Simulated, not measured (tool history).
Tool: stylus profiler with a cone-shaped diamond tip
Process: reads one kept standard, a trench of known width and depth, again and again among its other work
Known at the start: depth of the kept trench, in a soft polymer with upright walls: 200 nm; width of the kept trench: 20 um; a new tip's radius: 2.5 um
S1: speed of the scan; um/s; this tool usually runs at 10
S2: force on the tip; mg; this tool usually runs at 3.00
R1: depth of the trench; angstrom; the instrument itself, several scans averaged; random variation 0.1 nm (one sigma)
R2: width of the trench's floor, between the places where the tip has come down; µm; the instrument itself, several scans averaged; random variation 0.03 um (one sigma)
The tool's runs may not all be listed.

run     day  S1    S2      R1     R2
  1   0.000  10  3.00  2026.8  17.81
  2   1.254  11  3.00  2027.5  17.79
  3   2.233  11  3.00  2026.7  17.80
  4   3.596  10  3.00  2028.0  17.77
  5   4.788  10  3.00  2027.7  17.75
  6   6.029  10  3.00  2028.5  17.71
  7   6.908  10  3.00  2030.2  17.75
  8   8.112  10  3.00  2029.1  17.70
  9   8.792  10  3.00  2029.2  17.75
 10   9.812  10  2.55  2024.5  17.69
 11  11.108  10  2.55  2027.1  17.63
 12  11.842  10  2.55  2028.4  17.65
 13  13.054  35  3.00  2031.3  17.50
 14  13.996  10  3.25  2032.2  17.62
 15  14.638  10  3.00  2029.7  17.63
 16  15.979  10  4.97  2040.5  17.62
 17  17.188  10  3.00  2030.7  17.62
 18  18.250  10  5.19  2042.2  17.63
 19  19.525  10  5.19  2036.7  17.55
 20  21.046  39  3.00  2025.4  17.43
 21  22.379  39  5.49  2037.8  17.41
 22  23.729  10  1.29  2015.4  17.48
 23  24.817   4  1.29  2017.1  17.48
 24  25.883  32  4.54  2035.1  17.41
 25  26.862   4  2.10  2021.1  17.55
 26  27.821   4  2.10  2020.3  17.53
 27  29.021   4  6.68  2044.1  17.44
 28  30.042   4  6.68  2044.5  17.46
 29  30.850   9  6.06  2042.1  17.43
 30  32.279   9  6.06  2043.4  17.45
 31  33.038   9  6.06  2043.1  17.41
 32  34.558   9  6.06  2041.5  17.41
 33  35.762   9  6.06  2043.3  17.34
 34  36.596   9  6.06  2045.1  17.38
 35  38.142  15  4.23  2034.5  17.31
 36  39.258  15  4.23  2035.5  17.30
 37  40.404   3  1.28  2019.5  17.29
 38  41.350   3  1.28  2017.1  17.33
 39  42.438  13  1.66  2021.3  17.29
 40  43.475  37  2.36  2025.7  17.10
 41  44.392   2  4.39  2034.1  17.27
 42  45.638   2  4.39  2037.1  17.32
 43  46.425   2  1.01  2016.9  17.31
 44  47.083   2  6.69  2046.7  17.24
 45  48.342   2  6.69  2047.6  17.27
 46  49.454   2  6.69  2048.5  17.26

The log once held 2 entries between its listed runs, left out of this copy. Where does each go, and what is different about the tool's unlogged condition between the listed run before it and the listed run after it?
Between runs 13 and 14: height scale calibrated on a step standard (day 13.142)
  radius of the tip, um: 3.49 -> 3.52; height scale over the true one, %: 0.186 -> 0.22
  the result without the hidden state subtracted from the measured one, R1: +3.8 -> +4.5 angstrom; R2: -0.37 -> -0.38 µm
Between runs 18 and 19: height scale calibrated on a step standard, once more (day 18.821)
  radius of the tip, um: 3.67 -> 3.72; height scale over the true one, %: 0.256 -> -0.027
  the result without the hidden state subtracted from the measured one, R1: +5.2 -> -0.6 angstrom; R2: -0.43 -> -0.45 µm
